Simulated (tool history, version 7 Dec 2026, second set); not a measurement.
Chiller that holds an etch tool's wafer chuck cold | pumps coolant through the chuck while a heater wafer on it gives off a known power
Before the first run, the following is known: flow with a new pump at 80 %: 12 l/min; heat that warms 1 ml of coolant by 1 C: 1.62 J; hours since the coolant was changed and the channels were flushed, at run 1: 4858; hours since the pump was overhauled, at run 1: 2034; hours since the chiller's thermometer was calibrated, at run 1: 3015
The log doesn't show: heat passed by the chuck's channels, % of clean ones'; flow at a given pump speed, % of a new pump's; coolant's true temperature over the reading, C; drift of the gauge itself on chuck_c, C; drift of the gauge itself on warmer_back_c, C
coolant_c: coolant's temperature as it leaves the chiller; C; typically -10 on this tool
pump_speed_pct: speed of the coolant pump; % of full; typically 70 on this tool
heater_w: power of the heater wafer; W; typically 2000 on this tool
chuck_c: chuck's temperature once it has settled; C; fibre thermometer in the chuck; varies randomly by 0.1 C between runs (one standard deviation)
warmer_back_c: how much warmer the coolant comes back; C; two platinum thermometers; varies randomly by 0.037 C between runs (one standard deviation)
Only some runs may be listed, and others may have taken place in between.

run,hour,coolant_c,pump_speed_pct,heater_w,hours since the coolant was changed and the channels were flushed,hours since the pump was overhauled,hours since the chiller's thermometer was calibrated,chuck_c,warmer_back_c
1,0.0,-10,70,2000,4858,2034,3015,5.8,7.28
2,67.2,-10,70,2000,4925,2101,3083,5.8,7.23
3,120.1,-10,70,2000,4978,2154,3136,6.2,7.23
4,165.7,-10,70,2000,5023,2200,3181,5.9,7.29
5,211.8,-10,70,2000,5069,2246,3227,5.9,7.20
6,250.8,-10,70,2000,5108,2285,3266,5.8,7.32
7,318.1,-10,70,2367,5176,2352,3334,9.0,8.70
8,370.2,-10,70,2367,5228,2404,3386,9.1,8.69
9,416.1,-10,70,2367,5274,2450,3432,8.9,8.56
# hour 421.9: chiller's thermometer calibrated
10,444.6,-10,70,2367,5301,2478,23,9.0,8.60
11,509.2,-10,70,2367,5366,2542,87,9.2,8.62
12,543.3,-10,70,2367,5400,2576,121,9.1,8.67
13,579.3,-10,70,2367,5436,2612,157,9.3,8.68
14,620.7,-10,70,2367,5477,2654,199,9.1,8.61
15,653.1,-10,70,2367,5510,2686,231,9.3,8.64
16,714.5,-10,70,2367,5571,2748,293,9.0,8.65
17,768.3,-10,70,2367,5625,2801,346,9.3,8.68
18,836.5,-10,70,2446,5693,2870,415,9.8,8.97
19,888.2,-2,67,1685,5745,2921,466,12.2,6.46
20,935.5,-2,67,1685,5792,2969,514,12.1,6.45
21,984.8,-10,70,1336,5841,3018,563,1.0,4.94
22,1040.3,-10,70,1336,5897,3073,618,0.7,4.90
23,1097.6,-10,70,1522,5954,3131,676,2.3,5.57
24,1143.0,0,80,2587,6000,3176,721,19.7,8.35
25,1208.5,-18,67,1372,6065,3242,787,-6.7,5.28
26,1259.2,-11,74,1187,6116,3292,837,-1.5,4.16
27,1311.7,-18,83,2000,6168,3345,890,-3.3,6.23
28,1345.3,-20,65,1733,6202,3378,923,-5.0,6.92
29,1376.2,-18,70,2000,6233,3409,954,-1.4,7.41
30,1419.3,-10,70,1222,6276,3452,997,0.0,4.54
31,1454.3,-10,70,1222,6311,3487,1032,-0.1,4.55
32,1489.1,-6,79,2258,6346,3522,1067,11.4,7.44
33,1530.2,-6,79,2258,6387,3563,1108,11.4,7.36

3 options for the next run, each taken on its own from the tool as it stands now. Forecast them:
A,1592.5,-4,79,2258,6449,3626,1171,?,?
B,1592.5,-10,70,2233,6449,3626,1171,?,?
C,1592.5,-18,73,2292,6449,3626,1171,?,?

run,chuck_c,warmer_back_c
A,13.5,7.41
B,8.4,8.30
C,0.2,8.18
Take away the tool's hidden state, keep each run's random variation, and the runs would have read:
run,chuck_c,warmer_back_c
A,11.9,7.06
B,6.7,7.91
C,-1.5,7.79
